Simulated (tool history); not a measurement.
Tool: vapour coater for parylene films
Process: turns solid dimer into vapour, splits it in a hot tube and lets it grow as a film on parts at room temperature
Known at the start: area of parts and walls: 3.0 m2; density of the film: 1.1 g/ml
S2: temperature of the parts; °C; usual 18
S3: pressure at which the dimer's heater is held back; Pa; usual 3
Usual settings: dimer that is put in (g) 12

{"run": 1, "hour": 0.0, "dimer that is put in (g)": 12, "S2": 18, "S3": 3, "thickness of the film (µm)": 1.84}
{"run": 2, "hour": 27.8, "dimer that is put in (g)": 12, "S2": 20, "S3": 3, "thickness of the film (µm)": 1.69}
{"run": 3, "hour": 73.0, "dimer that is put in (g)": 12, "S2": 18, "S3": 3, "thickness of the film (µm)": 1.81}
{"hour": 86.7, "done": "trap's valve overhauled"}
{"run": 4, "hour": 96.4, "dimer that is put in (g)": 12, "S2": 18, "S3": 3, "thickness of the film (µm)": 2.09}
{"run": 5, "hour": 129.6, "dimer that is put in (g)": 12, "S2": 13, "S3": 3, "thickness of the film (µm)": 2.49}
{"run": 6, "hour": 165.8, "dimer that is put in (g)": 12, "S2": 16, "S3": 3, "thickness of the film (µm)": 2.1}
{"run": 7, "hour": 184.4, "dimer that is put in (g)": 17, "S2": 18, "S3": 3, "thickness of the film (µm)": 2.84}
{"run": 8, "hour": 229.6, "dimer that is put in (g)": 17, "S2": 18, "S3": 3, "thickness of the film (µm)": 2.8}
{"run": 9, "hour": 268.8, "dimer that is put in (g)": 17, "S2": 18, "S3": 3.8, "thickness of the film (µm)": 2.74}
{"run": 10, "hour": 312.1, "dimer that is put in (g)": 12, "S2": 18, "S3": 3, "thickness of the film (µm)": 1.89}
{"run": 11, "hour": 341.7, "dimer that is put in (g)": 12, "S2": 18, "S3": 3, "thickness of the film (µm)": 1.88}
{"run": 12, "hour": 383.5, "dimer that is put in (g)": 12, "S2": 18, "S3": 7.65, "thickness of the film (µm)": 1.72}
{"run": 13, "hour": 413.7, "dimer that is put in (g)": 12, "S2": 18, "S3": 7.65, "thickness of the film (µm)": 1.66}
{"run": 14, "hour": 456.6, "dimer that is put in (g)": 12, "S2": 18, "S3": 7.65, "thickness of the film (µm)": 1.64}
{"run": 15, "hour": 485.8, "dimer that is put in (g)": 12, "S2": 18, "S3": 9.45, "thickness of the film (µm)": 1.59}
{"hour": 510.7, "done": "trap's valve overhauled"}
{"run": 16, "hour": 510.7, "dimer that is put in (g)": 12, "S2": 18, "S3": 9.45, "thickness of the film (µm)": 1.86}
{"run": 17, "hour": 556.6, "dimer that is put in (g)": 12, "S2": 18, "S3": 3, "thickness of the film (µm)": 2.01}
{"run": 18, "hour": 593.8, "dimer that is put in (g)": 12, "S2": 18, "S3": 3, "thickness of the film (µm)": 1.97}
{"run": 19, "hour": 614.0, "dimer that is put in (g)": 12, "S2": 18, "S3": 3, "thickness of the film (µm)": 1.95}
{"run": 20, "hour": 647.7, "dimer that is put in (g)": 12, "S2": 18, "S3": 3, "thickness of the film (µm)": 1.95}
{"run": 21, "hour": 669.2, "dimer that is put in (g)": 12, "S2": 18, "S3": 3, "thickness of the film (µm)": 1.93}
{"run": 22, "hour": 713.0, "dimer that is put in (g)": 12, "S2": 18, "S3": 3, "thickness of the film (µm)": 1.87}
{"run": 23, "hour": 757.3, "dimer that is put in (g)": 12, "S2": 18, "S3": 3, "thickness of the film (µm)": 1.87}
{"run": 24, "hour": 789.5, "dimer that is put in (g)": 11, "S2": 18, "S3": 3, "thickness of the film (µm)": 1.72}
{"run": 25, "hour": 832.7, "dimer that is put in (g)": 11, "S2": 18, "S3": 3, "thickness of the film (µm)": 1.66}
{"run": 26, "hour": 860.6, "dimer that is put in (g)": 11, "S2": 13, "S3": 2.46, "thickness of the film (µm)": 2.04}
{"run": 27, "hour": 895.1, "dimer that is put in (g)": 5, "S2": 19, "S3": 8.77, "thickness of the film (µm)": 0.64}
{"hour": 935.3, "done": "trap's valve overhauled"}
{"run": 28, "hour": 939.8, "dimer that is put in (g)": 6, "S2": 13, "S3": 8, "thickness of the film (µm)": 1.1}
{"run": 29, "hour": 980.9, "dimer that is put in (g)": 10, "S2": 13, "S3": 4.92, "thickness of the film (µm)": 1.89}
{"hour": 998.8, "done": "table's thermometer calibrated"}
{"run": 30, "hour": 1006.0, "dimer that is put in (g)": 20, "S2": 18, "S3": 11.95, "thickness of the film (µm)": 2.9}
{"run": 31, "hour": 1034.0, "dimer that is put in (g)": 5, "S2": 22, "S3": 4.77, "thickness of the film (µm)": 0.68}
{"run": 32, "hour": 1058.9, "dimer that is put in (g)": 6, "S2": 18, "S3": 2.5, "thickness of the film (µm)": 1.02}
{"run": 33, "hour": 1098.5, "dimer that is put in (g)": 10, "S2": 18, "S3": 5.49, "thickness of the film (µm)": 1.54}
{"run": 34, "hour": 1128.7, "dimer that is put in (g)": 11, "S2": 18, "S3": 8.75, "thickness of the film (µm)": 1.55}
{"run": 35, "hour": 1152.0, "dimer that is put in (g)": 20, "S2": 22, "S3": 8.75, "thickness of the film (µm)": 2.44}
{"run": 36, "hour": 1194.4, "dimer that is put in (g)": 20, "S2": 22, "S3": 8.75, "thickness of the film (µm)": 2.42}
{"run": 37, "hour": 1234.6, "dimer that is put in (g)": 20, "S2": 22, "S3": 8.75, "thickness of the film (µm)": 2.4}
{"run": 38, "hour": 1276.2, "dimer that is put in (g)": 13, "S2": 11, "S3": 10.31, "thickness of the film (µm)": 2.26}
{"run": 39, "hour": 1314.7, "dimer that is put in (g)": 19, "S2": 18, "S3": 3, "thickness of the film (µm)": 2.9}
{"run": 40, "hour": 1334.3, "dimer that is put in (g)": 19, "S2": 26, "S3": 2.35, "thickness of the film (µm)": 2.08}
{"hour": 1359.9, "done": "trap's valve overhauled"}
{"run": 41, "hour": 1363.8, "dimer that is put in (g)": 19, "S2": 26, "S3": 2.35, "thickness of the film (µm)": 2.42}
{"run": 42, "hour": 1390.0, "dimer that is put in (g)": 8, "S2": 26, "S3": 2.35, "thickness of the film (µm)": 1.03}
{"run": 43, "hour": 1411.9, "dimer that is put in (g)": 8, "S2": 26, "S3": 2.35, "thickness of the film (µm)": 0.99}
{"run": 44, "hour": 1458.0, "dimer that is put in (g)": 8, "S2": 26, "S3": 2.35, "thickness of the film (µm)": 1}
{"run": 45, "hour": 1479.9, "dimer that is put in (g)": 8, "S2": 26, "S3": 2.35, "thickness of the film (µm)": 0.95}
{"run": 46, "hour": 1514.9, "dimer that is put in (g)": 15, "S2": 26, "S3": 5.29, "thickness of the film (µm)": 1.69}
{"run": 47, "hour": 1545.3, "dimer that is put in (g)": 15, "S2": 26, "S3": 5.29, "thickness of the film (µm)": 1.65}

The same runs without the tool's hidden state, with the same run-to-run variation:
The hidden state here: vapour lost through the trap's worn valve, %; true temperature of the parts over the reading, C; drift of the gauge itself on film_um, %.
run=1 thickness_of_the_film_(µm)=2.08
run=2 thickness_of_the_film_(µm)=1.93
run=3 thickness_of_the_film_(µm)=2.11
run=4 thickness_of_the_film_(µm)=2.1
run=5 thickness_of_the_film_(µm)=2.53
run=6 thickness_of_the_film_(µm)=2.16
run=7 thickness_of_the_film_(µm)=2.94
run=8 thickness_of_the_film_(µm)=2.94
run=9 thickness_of_the_film_(µm)=2.92
run=10 thickness_of_the_film_(µm)=2.04
run=11 thickness_of_the_film_(µm)=2.06
run=12 thickness_of_the_film_(µm)=1.9
run=13 thickness_of_the_film_(µm)=1.87
run=14 thickness_of_the_film_(µm)=1.86
run=15 thickness_of_the_film_(µm)=1.83
run=16 thickness_of_the_film_(µm)=1.89
run=17 thickness_of_the_film_(µm)=2.07
run=18 thickness_of_the_film_(µm)=2.06
run=19 thickness_of_the_film_(µm)=2.05
run=20 thickness_of_the_film_(µm)=2.08
run=21 thickness_of_the_film_(µm)=2.07
run=22 thickness_of_the_film_(µm)=2.04
run=23 thickness_of_the_film_(µm)=2.07
run=24 thickness_of_the_film_(µm)=1.92
run=25 thickness_of_the_film_(µm)=1.89
run=26 thickness_of_the_film_(µm)=2.34
run=27 thickness_of_the_film_(µm)=0.74
run=28 thickness_of_the_film_(µm)=1.13
run=29 thickness_of_the_film_(µm)=1.97
run=30 thickness_of_the_film_(µm)=2.98
run=31 thickness_of_the_film_(µm)=0.71
run=32 thickness_of_the_film_(µm)=1.07
run=33 thickness_of_the_film_(µm)=1.64
run=34 thickness_of_the_film_(µm)=1.67
run=35 thickness_of_the_film_(µm)=2.65
run=36 thickness_of_the_film_(µm)=2.67
run=37 thickness_of_the_film_(µm)=2.68
run=38 thickness_of_the_film_(µm)=2.57
run=39 thickness_of_the_film_(µm)=3.33
run=40 thickness_of_the_film_(µm)=2.42
run=41 thickness_of_the_film_(µm)=2.46
run=42 thickness_of_the_film_(µm)=1.05
run=43 thickness_of_the_film_(µm)=1.03
run=44 thickness_of_the_film_(µm)=1.05
run=45 thickness_of_the_film_(µm)=1.01
run=46 thickness_of_the_film_(µm)=1.81
run=47 thickness_of_the_film_(µm)=1.79

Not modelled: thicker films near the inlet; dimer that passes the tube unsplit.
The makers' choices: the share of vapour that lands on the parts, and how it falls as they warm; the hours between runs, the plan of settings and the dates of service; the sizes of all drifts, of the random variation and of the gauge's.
